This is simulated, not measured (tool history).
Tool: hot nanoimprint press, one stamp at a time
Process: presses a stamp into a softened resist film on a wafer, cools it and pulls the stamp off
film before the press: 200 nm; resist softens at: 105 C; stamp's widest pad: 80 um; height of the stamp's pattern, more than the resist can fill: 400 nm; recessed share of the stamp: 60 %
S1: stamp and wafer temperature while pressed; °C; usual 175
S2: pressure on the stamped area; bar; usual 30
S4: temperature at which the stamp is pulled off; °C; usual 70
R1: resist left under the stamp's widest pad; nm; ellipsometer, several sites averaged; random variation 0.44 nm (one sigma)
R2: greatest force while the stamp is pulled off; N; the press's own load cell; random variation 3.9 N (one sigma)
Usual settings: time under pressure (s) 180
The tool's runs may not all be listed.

run 1 hour=0 | S1=175 S2=30 time_under_pressure_(s)=180 S4=70 | R1=120.3 R2=362
-- hour=6.8 stamp cleaned and given a new release coat
run 2 hour=16.1 | S1=175 S2=30 time_under_pressure_(s)=180 S4=70 | R1=120.3 R2=189
run 3 hour=24.7 | S1=175 S2=30 time_under_pressure_(s)=180 S4=70 | R1=119.8 R2=200
run 4 hour=32.2 | S1=175 S2=30 time_under_pressure_(s)=180 S4=70 | R1=120.3 R2=206
run 5 hour=46.5 | S1=175 S2=30 time_under_pressure_(s)=179 S4=70 | R1=120.5 R2=194
run 6 hour=57.7 | S1=175 S2=30 time_under_pressure_(s)=179 S4=70 | R1=121.1 R2=203
run 7 hour=65.2 | S1=175 S2=30 time_under_pressure_(s)=179 S4=70 | R1=120.3 R2=211
run 8 hour=73.5 | S1=175 S2=30 time_under_pressure_(s)=179 S4=70 | R1=119.9 R2=212
run 9 hour=82.6 | S1=175 S2=30 time_under_pressure_(s)=179 S4=70 | R1=120.8 R2=216
run 10 hour=92.9 | S1=175 S2=30 time_under_pressure_(s)=180 S4=76 | R1=119.8 R2=183
run 11 hour=102.2 | S1=175 S2=19.8 time_under_pressure_(s)=180 S4=76 | R1=140.4 R2=184
run 12 hour=108.5 | S1=175 S2=19.8 time_under_pressure_(s)=180 S4=76 | R1=141.6 R2=195
run 13 hour=120.6 | S1=175 S2=19.8 time_under_pressure_(s)=180 S4=76 | R1=140.4 R2=203
run 14 hour=131.4 | S1=175 S2=30 time_under_pressure_(s)=180 S4=64 | R1=119.6 R2=257
run 15 hour=137.9 | S1=175 S2=30 time_under_pressure_(s)=319 S4=70 | R1=100.4 R2=228
run 16 hour=149 | S1=175 S2=41.5 time_under_pressure_(s)=139 S4=70 | R1=112.2 R2=232
run 17 hour=161.9 | S1=175 S2=41.5 time_under_pressure_(s)=139 S4=70 | R1=112 R2=240
run 18 hour=175.1 | S1=178 S2=41.5 time_under_pressure_(s)=139 S4=70 | R1=103.6 R2=240
run 19 hour=181.8 | S1=172 S2=30 time_under_pressure_(s)=180 S4=70 | R1=129 R2=239
run 20 hour=195.3 | S1=172 S2=30 time_under_pressure_(s)=180 S4=70 | R1=128 R2=242
run 21 hour=201.4 | S1=172 S2=30 time_under_pressure_(s)=180 S4=70 | R1=128.3 R2=247
run 22 hour=215.5 | S1=172 S2=30 time_under_pressure_(s)=180 S4=70 | R1=128.6 R2=256
run 23 hour=225.7 | S1=172 S2=30 time_under_pressure_(s)=180 S4=70 | R1=129.8 R2=263
run 24 hour=239.9 | S1=187 S2=30 time_under_pressure_(s)=180 S4=70 | R1=86.7 R2=264
run 25 hour=249.9 | S1=175 S2=30 time_under_pressure_(s)=98 S4=69 | R1=139.6 R2=277
run 26 hour=258 | S1=175 S2=43.1 time_under_pressure_(s)=98 S4=69 | R1=123.1 R2=281
run 27 hour=267.5 | S1=184 S2=30 time_under_pressure_(s)=180 S4=57 | R1=92.9 R2=353
run 28 hour=274.9 | S1=184 S2=30 time_under_pressure_(s)=180 S4=57 | R1=94 R2=353
run 29 hour=285.5 | S1=184 S2=30 time_under_pressure_(s)=180 S4=57 | R1=93.6 R2=348

Measured less the same run without the tool's hidden state. The same run-to-run variation is in both; the gauge's scatter may not be:
The hidden state here: true temperature over the reading, C; pressure that arrives at the usual setting, %; grip of the stamp's worn release coat, % over a new coat's; drift of the gauge itself on residual_nm, %; drift of the gauge itself on pull_off_n, %.
run=1 R1=+0.8 R2=+173
run=2 R1=+0.9 R2=+3
run=3 R1=+0.7 R2=+6
run=4 R1=+0.8 R2=+8
run=5 R1=+0.7 R2=+12
run=6 R1=+0.5 R2=+16
run=7 R1=+0.6 R2=+18
run=8 R1=+0.5 R2=+21
run=9 R1=+0.4 R2=+24
run=10 R1=+0.4 R2=+22
run=11 R1=+0.1 R2=+25
run=12 R1=+0 R2=+28
run=13 R1=-0.1 R2=+32
run=14 R1=+0.2 R2=+44
run=15 R1=+0.2 R2=+41
run=16 R1=+0.4 R2=+44
run=17 R1=+0.4 R2=+49
run=18 R1=+0.4 R2=+53
run=19 R1=-0.2 R2=+54
run=20 R1=-0.2 R2=+58
run=21 R1=-0.3 R2=+61
run=22 R1=-0.3 R2=+67
run=23 R1=-0.4 R2=+71
run=24 R1=-0.1 R2=+74
run=25 R1=-0.5 R2=+81
run=26 R1=+0 R2=+84
run=27 R1=-0.4 R2=+109
run=28 R1=-0.4 R2=+111
run=29 R1=-0.4 R2=+113

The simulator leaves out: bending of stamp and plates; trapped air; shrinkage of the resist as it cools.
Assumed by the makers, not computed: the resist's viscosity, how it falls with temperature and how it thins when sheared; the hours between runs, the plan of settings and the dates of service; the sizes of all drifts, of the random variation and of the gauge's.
